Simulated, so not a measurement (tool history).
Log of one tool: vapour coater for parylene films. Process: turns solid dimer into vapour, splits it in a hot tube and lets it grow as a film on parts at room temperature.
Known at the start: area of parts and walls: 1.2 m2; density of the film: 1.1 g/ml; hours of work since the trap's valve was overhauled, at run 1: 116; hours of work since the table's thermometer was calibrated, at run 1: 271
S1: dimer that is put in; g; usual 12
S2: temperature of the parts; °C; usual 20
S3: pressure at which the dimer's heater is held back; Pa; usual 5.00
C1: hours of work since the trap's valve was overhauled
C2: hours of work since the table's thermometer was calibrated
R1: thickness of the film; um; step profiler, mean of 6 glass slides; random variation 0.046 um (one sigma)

run   hour  S1  S2    S3   C1   C2    R1
  1    0.0  12  20  5.00  116  271  4.86
  2   48.6  12  19  5.00  137  291  4.99
  3   98.0  12  13  5.00  157  311  5.67
  4  144.0  12  13  5.00  176  330  5.53
  5  186.7  12  13  5.00  194  348  5.48
  6  238.9  12  13  7.65  215  370  5.16
     282.0  -- trap's valve overhauled
  7  305.4   8  14  5.00   10  396  3.89
  8  343.9  13  14  2.02   26  412  6.97
  9  394.2  13  14  2.02   47  432  6.97
 10  446.2   6  17  5.00   68  454  2.71

The same runs without the tool's hidden state, with the same run-to-run variation:
The hidden state here: vapour lost through the trap's worn valve, %; true temperature of the parts over the reading, C; drift of the gauge itself on film_um, %.
run    R1
  1  5.15
  2  5.35
  3  6.15
  4  6.07
  5  6.08
  6  5.80
  7  3.92
  8  7.08
  9  7.16
 10  2.81
